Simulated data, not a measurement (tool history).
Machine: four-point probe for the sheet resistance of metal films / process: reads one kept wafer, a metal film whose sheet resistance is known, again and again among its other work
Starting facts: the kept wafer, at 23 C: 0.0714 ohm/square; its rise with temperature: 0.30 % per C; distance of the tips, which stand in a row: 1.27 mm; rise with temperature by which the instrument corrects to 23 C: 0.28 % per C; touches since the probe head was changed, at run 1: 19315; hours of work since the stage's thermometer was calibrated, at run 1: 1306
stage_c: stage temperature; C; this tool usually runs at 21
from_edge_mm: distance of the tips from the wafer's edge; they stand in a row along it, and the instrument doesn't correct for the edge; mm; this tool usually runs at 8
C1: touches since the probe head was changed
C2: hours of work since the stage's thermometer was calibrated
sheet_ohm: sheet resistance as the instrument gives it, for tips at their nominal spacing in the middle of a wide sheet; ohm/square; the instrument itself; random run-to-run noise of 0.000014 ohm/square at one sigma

Run 1, hour 0.0: usual settings; C1 19315; C2 1306. Result: sheet_ohm 0.072261 ohm/square.
Run 2, hour 16.1: usual settings but from_edge_mm 31 mm; C1 19757; C2 1318. Result: sheet_ohm 0.071364 ohm/square.
Run 3, hour 34.3: usual settings but from_edge_mm 31 mm; C1 20259; C2 1333. Result: sheet_ohm 0.071359 ohm/square.
Run 4, hour 46.6: usual settings but from_edge_mm 31 mm; C1 20597; C2 1343. Result: sheet_ohm 0.071355 ohm/square.
Run 5, hour 60.1: usual settings but from_edge_mm 31 mm; C1 20969; C2 1353. Result: sheet_ohm 0.071392 ohm/square.
Run 6, hour 72.9: usual settings but stage_c 22 C, from_edge_mm 31 mm; C1 21319; C2 1363. Result: sheet_ohm 0.071400 ohm/square.
Run 7, hour 86.3: usual settings; C1 21689; C2 1374. Result: sheet_ohm 0.072242 ohm/square.
Run 8, hour 106.7: usual settings; C1 22249; C2 1390. Result: sheet_ohm 0.072261 ohm/square.
Run 9, hour 118.7: usual settings but from_edge_mm 19 mm; C1 22581; C2 1400. Result: sheet_ohm 0.071484 ohm/square.
Run 10, hour 129.0: usual settings; C1 22863; C2 1408. Result: sheet_ohm 0.072267 ohm/square.
Run 11, hour 151.2: usual settings; C1 23473; C2 1426. Result: sheet_ohm 0.072269 ohm/square.
Run 12, hour 162.7: usual settings; C1 23790; C2 1435. Result: sheet_ohm 0.072298 ohm/square.
Run 13, hour 180.3: usual settings; C1 24273; C2 1449. Result: sheet_ohm 0.072279 ohm/square.
At hour 182.7: stage's thermometer calibrated.
Run 14, hour 193.4: usual settings; C1 24620; C2 8. Result: sheet_ohm 0.072324 ohm/square.
Run 15, hour 213.1: usual settings; C1 25164; C2 24. Result: sheet_ohm 0.072326 ohm/square.
Run 16, hour 230.8: usual settings but stage_c 35 C, from_edge_mm 48 mm; C1 25649; C2 38. Result: sheet_ohm 0.071547 ohm/square.
Run 17, hour 244.0: usual settings but stage_c 28 C, from_edge_mm 31 mm; C1 26013; C2 49. Result: sheet_ohm 0.071484 ohm/square.

Expected results for the next run?
Run 18, hour 264.9: usual settings but stage_c 28 C, from_edge_mm 31 mm; C1 26588; C2 65. Result: sheet_ohm ?.

sheet_ohm: 0.071526 ohm/square
Were there no unlogged condition in the tool, this run, its random variation unchanged, would have produced sheet_ohm 0.071536 ohm/square.
